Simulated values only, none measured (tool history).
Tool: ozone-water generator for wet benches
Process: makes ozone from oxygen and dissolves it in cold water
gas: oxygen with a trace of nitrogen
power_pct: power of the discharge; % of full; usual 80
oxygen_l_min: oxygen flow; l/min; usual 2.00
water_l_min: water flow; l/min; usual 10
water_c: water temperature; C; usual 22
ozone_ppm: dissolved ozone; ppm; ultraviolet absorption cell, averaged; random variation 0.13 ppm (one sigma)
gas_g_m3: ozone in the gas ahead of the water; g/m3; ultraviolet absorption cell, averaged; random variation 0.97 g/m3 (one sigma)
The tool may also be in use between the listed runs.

run	hour	power_pct	oxygen_l_min	water_l_min	water_c	ozone_ppm	gas_g_m3
1	0.0	80	2.00	10	22	12.6	166.6
2	107.7	80	2.00	10	22	12.5	166.8
3	183.2	80	2.00	10	22	12.6	167.4
4	275.0	80	2.00	10	22	12.8	167.2
5	351.0	80	2.00	10	22	12.8	166.8
6	475.6	80	2.00	10	22	12.5	165.1
7	575.6	80	2.00	10	22	12.7	166.6
8	681.1	80	2.00	10	22	12.7	166.1
9	807.9	80	2.00	10	22	12.7	166.1
# hour 882.2: water thermometer calibrated
10	914.6	80	2.00	10	22	13.0	166.2
11	1001.4	80	2.00	10	22	12.6	165.1
12	1089.2	80	2.00	10	22	12.8	165.7
13	1183.0	80	2.00	10	22	12.6	164.4
14	1274.9	80	2.00	10	22	12.6	164.0
15	1341.9	80	2.00	10	22	12.7	164.3
16	1420.6	80	2.76	10	22	13.6	147.5
17	1507.1	88	1.01	10	14	11.6	222.8
18	1607.0	76	3.21	10	22	13.1	133.8
19	1734.9	80	2.00	14	22	9.5	162.9
20	1855.7	80	1.10	10	22	10.4	203.8
21	1969.3	80	1.10	10	22	10.4	198.4
22	2089.8	68	2.25	10	23	11.3	138.1
23	2164.4	68	2.25	10	23	11.1	138.0
# hour 2206.3: gauge calibrated
24	2276.4	55	1.10	10	22	7.7	152.9
25	2395.3	97	3.57	9	22	17.2	158.7
26	2463.6	67	3.31	9	20	13.4	121.9
27	2577.4	67	3.31	9	20	13.3	121.7
28	2678.5	80	2.00	10	21	13.1	164.3
29	2734.4	64	3.47	7	15	16.9	113.6
30	2808.4	76	3.47	11	22	12.5	131.5
31	2899.4	80	1.27	10	22	11.1	192.3
32	3000.2	80	1.27	10	22	11.2	193.5

Some steps in gas_g_m3 between neighbouring runs. How much of each would the tool show without its hidden state too (settings, what came in, random variation), and how much is left for the hidden state, with any gauge scatter that isn't in both results?
The hidden state here: yield of the discharge, % of new electrodes'; contactor's efficiency, % of a clean one's; true water temperature over the reading, C; drift of the gauge itself on ozone_ppm, %; drift of the gauge itself on gas_g_m3, %.
Run 16 -> 17: power_pct 80 -> 88, oxygen_l_min 2.76 -> 1.01, water_c 22 -> 14. gas_g_m3 +75.3 g/m3: hidden state -1.8, all else +77.1.
Run 17 -> 18: power_pct 88 -> 76, oxygen_l_min 1.01 -> 3.21, water_c 14 -> 22. gas_g_m3 -89.0 g/m3: hidden state +1.7, all else -90.7.
Run 23 -> 24: power_pct 68 -> 55, oxygen_l_min 2.25 -> 1.10, water_c 23 -> 22, gauge calibrated. gas_g_m3 +14.9 g/m3: hidden state +4.0, all else +10.9.
Run 30 -> 31: power_pct 76 -> 80, oxygen_l_min 3.47 -> 1.27, water_l_min 11 -> 10. gas_g_m3 +60.8 g/m3: hidden state -0.8, all else +61.6.

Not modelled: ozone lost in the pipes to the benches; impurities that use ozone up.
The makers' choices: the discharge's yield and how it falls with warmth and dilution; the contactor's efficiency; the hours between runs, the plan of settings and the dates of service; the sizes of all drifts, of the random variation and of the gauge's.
